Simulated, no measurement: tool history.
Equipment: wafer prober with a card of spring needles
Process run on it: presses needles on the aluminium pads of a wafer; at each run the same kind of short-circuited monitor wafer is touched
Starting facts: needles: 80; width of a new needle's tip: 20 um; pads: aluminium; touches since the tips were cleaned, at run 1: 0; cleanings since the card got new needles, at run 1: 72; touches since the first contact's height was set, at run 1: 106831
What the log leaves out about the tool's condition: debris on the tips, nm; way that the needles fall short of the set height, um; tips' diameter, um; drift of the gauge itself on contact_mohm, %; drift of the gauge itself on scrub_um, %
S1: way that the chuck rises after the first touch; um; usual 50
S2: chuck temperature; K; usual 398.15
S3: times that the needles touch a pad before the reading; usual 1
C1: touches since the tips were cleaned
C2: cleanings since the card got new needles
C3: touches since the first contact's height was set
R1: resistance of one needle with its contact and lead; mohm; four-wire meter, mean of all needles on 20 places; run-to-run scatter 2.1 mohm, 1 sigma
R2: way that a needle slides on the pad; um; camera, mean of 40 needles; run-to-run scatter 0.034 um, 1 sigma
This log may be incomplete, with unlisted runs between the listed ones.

run   hour  S1      S2  S3    C1   C2      C3   R1     R2
  1    0.0  50  398.15   1     0   72  106831  240  12.97
      14.6  -- tips cleaned on abrasive film
  2   16.4  50  398.15   1   858   73  114518  238  12.89
      28.1  -- tips cleaned on abrasive film
  3   33.4  50  398.15   1  2483   74  122477  237  12.91
      41.1  -- tips cleaned on abrasive film
      54.7  -- tips cleaned on abrasive film
  4   56.4  50  398.15   1   775   76  133213  236  12.91
      68.0  -- tips cleaned on abrasive film
  5   68.0  50  398.15   1     0   77  138636  234  12.89
  6   78.7  50  398.15   1  5073   77  143709  235  12.84
      82.6  -- tips cleaned on abrasive film
      96.3  -- tips cleaned on abrasive film
  7   96.6  50  398.15   1   159   79  152057  237  12.87
     109.1  -- tips cleaned on abrasive film
  8  116.4  50  398.15   1  3432   80  161315  236  12.89
     122.7  -- tips cleaned on abrasive film
  9  133.4  50  398.15   1  5032   81  169274  239  12.80
     135.7  -- tips cleaned on abrasive film
 10  147.6  50  398.15   1  5574   82  175922  239  12.80
     150.1  -- tips cleaned on abrasive film
 11  162.7  50  398.15   1  5950   83  183034  238  12.80
     164.4  -- tips cleaned on abrasive film
 12  176.5  50  398.15   1  5704   84  189483  238  12.73
     178.1  -- tips cleaned on abrasive film
     184.6  -- height of the first contact set anew
     192.4  -- tips cleaned on abrasive film
 13  200.3  50  398.15   1  3701   86    7339  238  12.72
     206.4  -- tips cleaned on abrasive film
     219.9  -- tips cleaned on abrasive film
 14  223.5  50  398.15   1  1703   88   18206  242  12.73
     233.4  -- tips cleaned on abrasive film
 15  238.7  50  398.15   1  2478   89   25295  238  12.74
     247.0  -- tips cleaned on abrasive film
 16  255.8  50  398.15   1  4123   90   33295  237  12.70
     260.1  -- tips cleaned on abrasive film
 17  270.0  42  309.15   1  4684   91   39967  221  10.60
     273.4  -- tips cleaned on abrasive film
     287.5  -- tips cleaned on abrasive film
 18  289.5  50  304.15   2   956   93   49066  214  12.61
     297.5  -- gauge calibrated
     301.5  -- tips cleaned on abrasive film
 19  301.6  49  398.15   2     3   94   54699  238  12.66
     314.4  -- tips cleaned on abrasive film
 20  320.9  49  398.15   2  3048   95   63760  235  12.64
     328.4  -- tips cleaned on abrasive film
     341.7  -- tips cleaned on abrasive film
 21  344.4  49  398.15   1  1308   97   74770  238  12.66
     356.0  -- tips cleaned on abrasive film
 22  365.8  55  342.15   1  4631   98   84812  225  14.16
     370.0  -- tips cleaned on abrasive film
 23  378.0  37  360.15   1  3792   99   90502  232   9.42
     383.7  -- tips cleaned on abrasive film
 24  391.7  41  377.15   1  3775  100   96920  236  10.52
     398.0  -- tips cleaned on abrasive film
     410.7  -- tips cleaned on abrasive film
 25  417.3  30  308.15   3  3083  102  108878  225   7.69
     425.5  -- tips cleaned on abrasive film
 26  436.6  40  298.15   3  5198  103  117917  219  10.22
     438.9  -- tips cleaned on abrasive film
 27  447.4  50  336.15   1  4001  104  122986  224  12.76
     452.1  -- tips cleaned on abrasive film
     465.7  -- tips cleaned on abrasive film
 28  472.8  54  305.15   1  3346  106  134848  215  13.83
     479.8  -- tips cleaned on abrasive film
 29  489.8  54  320.15   2  4722  107  142830  218  13.73
     493.5  -- tips cleaned on abrasive film
     506.9  -- tips cleaned on abrasive film
 30  516.4  54  320.15   2  4483  109  155286  217  13.68
     521.0  -- tips cleaned on abrasive film
     534.0  -- tips cleaned on abrasive film
 31  536.2  50  398.15   1  1017  111  164509  238  12.66
     547.7  -- tips cleaned on abrasive film
 32  552.8  50  398.15   1  2433  112  172309  239  12.65

Forecast each of these 4 alternatives for the next run:
     561.9  -- tips cleaned on abrasive film
  A  571.0  31  304.15   2  4264  113  180814   ?   ?
     561.9  -- tips cleaned on abrasive film
  B  571.0  45  398.15   1  4264  113  180814   ?   ?
     561.9  -- tips cleaned on abrasive film
  C  571.0  50  336.15   1  4264  113  180814   ?   ?
     561.9  -- tips cleaned on abrasive film
  D  571.0  31  364.15   1  4264  113  180814   ?   ?

run   R1     R2
  A  223   7.79
  B  240  11.39
  C  222  12.62
  D  236   7.84
The same runs, with their run-to-run variation unchanged, on a tool lacking any hidden condition would have given:
run   R1     R2
  A  223   7.97
  B  239  11.65
  C  222  12.92
  D  235   8.03
